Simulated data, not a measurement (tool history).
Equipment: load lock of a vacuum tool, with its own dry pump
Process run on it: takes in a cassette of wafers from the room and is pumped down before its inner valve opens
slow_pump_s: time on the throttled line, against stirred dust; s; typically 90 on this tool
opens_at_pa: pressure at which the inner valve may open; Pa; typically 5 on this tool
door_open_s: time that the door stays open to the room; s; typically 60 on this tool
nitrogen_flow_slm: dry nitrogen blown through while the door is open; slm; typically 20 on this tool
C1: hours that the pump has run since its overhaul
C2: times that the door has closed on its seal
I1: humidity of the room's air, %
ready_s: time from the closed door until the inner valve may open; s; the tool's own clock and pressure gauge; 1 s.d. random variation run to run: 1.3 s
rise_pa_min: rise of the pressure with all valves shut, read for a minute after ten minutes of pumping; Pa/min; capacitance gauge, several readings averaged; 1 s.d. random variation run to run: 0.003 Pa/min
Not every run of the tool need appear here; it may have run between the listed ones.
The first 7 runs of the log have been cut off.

Run 8, hour 1648.7: usual settings; C1 6081; C2 22807; I1 45.5. Result: ready_s 235.3 s, rise_pa_min 0.258 Pa/min.
Run 9, hour 1832.4: usual settings; C1 6265; C2 23554; I1 45.2. Result: ready_s 238.8 s, rise_pa_min 0.267 Pa/min.
Run 10, hour 2156.6: usual settings; C1 6589; C2 24873; I1 44.7. Result: ready_s 235.6 s, rise_pa_min 0.296 Pa/min.
Run 11, hour 2308.6: usual settings; C1 6741; C2 25491; I1 41.2. Result: ready_s 235.9 s, rise_pa_min 0.309 Pa/min.
Run 12, hour 2644.6: usual settings; C1 7077; C2 26857; I1 42.9. Result: ready_s 240.5 s, rise_pa_min 0.324 Pa/min.
Run 13, hour 2850.5: usual settings; C1 7283; C2 27694; I1 44.2. Result: ready_s 241.6 s, rise_pa_min 0.339 Pa/min.
Run 14, hour 3151: usual settings; C1 7583; C2 28916; I1 45.5. Result: ready_s 239.5 s, rise_pa_min 0.375 Pa/min.
Run 15, hour 3447.2: usual settings but nitrogen_flow_slm 10 slm; C1 7880; C2 30120; I1 46.1. Result: ready_s 243.4 s, rise_pa_min 0.391 Pa/min.
Run 16, hour 3751.3: usual settings but nitrogen_flow_slm 10 slm; C1 8184; C2 31357; I1 47.2. Result: ready_s 243.3 s, rise_pa_min 0.415 Pa/min.
Run 17, hour 3941: usual settings but nitrogen_flow_slm 10 slm; C1 8373; C2 32128; I1 45.6. Result: ready_s 245.9 s, rise_pa_min 0.43 Pa/min.
Run 18, hour 4195.6: usual settings but nitrogen_flow_slm 10 slm; C1 8628; C2 33164; I1 47.8. Result: ready_s 248.8 s, rise_pa_min 0.451 Pa/min.
Run 19, hour 4372.3: usual settings but nitrogen_flow_slm 10 slm; C1 8805; C2 33882; I1 48.7. Result: ready_s 245.3 s, rise_pa_min 0.47 Pa/min.
Run 20, hour 4625.6: usual settings but slow_pump_s 56 s, opens_at_pa 6 Pa, door_open_s 30 s, nitrogen_flow_slm 39 slm; C1 9058; C2 34912; I1 44.9. Result: ready_s 220.6 s, rise_pa_min 0.471 Pa/min.
Run 21, hour 4859.4: usual settings but slow_pump_s 56 s, opens_at_pa 6 Pa, door_open_s 30 s, nitrogen_flow_slm 39 slm; C1 9292; C2 35863; I1 43.6. Result: ready_s 222.7 s, rise_pa_min 0.487 Pa/min.
Run 22, hour 5032.6: usual settings but slow_pump_s 56 s, opens_at_pa 7 Pa, door_open_s 30 s, nitrogen_flow_slm 6 slm; C1 9465; C2 36567; I1 44.2. Result: ready_s 221.6 s, rise_pa_min 0.496 Pa/min.
Run 23, hour 5334.3: usual settings but slow_pump_s 56 s, opens_at_pa 7 Pa, door_open_s 30 s, nitrogen_flow_slm 6 slm; C1 9767; C2 37794; I1 45.3. Result: ready_s 220.8 s, rise_pa_min 0.535 Pa/min.
Run 24, hour 5514.9: usual settings but slow_pump_s 100 s, opens_at_pa 7 Pa, door_open_s 74 s, nitrogen_flow_slm 6 slm; C1 9947; C2 38528; I1 42.9. Result: ready_s 250.9 s, rise_pa_min 0.562 Pa/min.
Run 25, hour 5787.8: usual settings but slow_pump_s 83 s, opens_at_pa 8 Pa; C1 10220; C2 39638; I1 43.5. Result: ready_s 238.6 s, rise_pa_min 0.581 Pa/min.
At hour 5827: door's seal changed, seat wiped.
At hour 5939.3: dry pump taken out, an overhauled one fitted.
Run 26, hour 5992.5: usual settings but door_open_s 138 s, nitrogen_flow_slm 9 slm; C1 53; C2 649; I1 38.9. Result: ready_s 213.2 s, rise_pa_min 0.049 Pa/min.
Run 27, hour 6139.3: usual settings but door_open_s 73 s, nitrogen_flow_slm 8 slm; C1 200; C2 1246; I1 45.7. Result: ready_s 214.2 s, rise_pa_min 0.044 Pa/min.
Run 28, hour 6429.6: usual settings but opens_at_pa 7 Pa, nitrogen_flow_slm 27 slm; C1 490; C2 2426; I1 44.8. Result: ready_s 209.9 s, rise_pa_min 0.039 Pa/min.
Run 29, hour 6618.3: usual settings but slow_pump_s 162 s, nitrogen_flow_slm 35 slm; C1 679; C2 3194; I1 45.5. Result: ready_s 270.4 s, rise_pa_min 0.039 Pa/min.

Run 30 comes next. What will it give?
Run 30, hour 6810.1: usual settings but slow_pump_s 162 s, opens_at_pa 6 Pa, door_open_s 74 s, nitrogen_flow_slm 35 slm; C1 871; C2 3974; I1 44. Result: ready_s ?, rise_pa_min ?.

For run 30 the tool returned ready_s 262.7 s, rise_pa_min 0.04 Pa/min.
Minus the tool's unlogged condition, the same run would have read ready_s 260.1 s, rise_pa_min 0.021 Pa/min.

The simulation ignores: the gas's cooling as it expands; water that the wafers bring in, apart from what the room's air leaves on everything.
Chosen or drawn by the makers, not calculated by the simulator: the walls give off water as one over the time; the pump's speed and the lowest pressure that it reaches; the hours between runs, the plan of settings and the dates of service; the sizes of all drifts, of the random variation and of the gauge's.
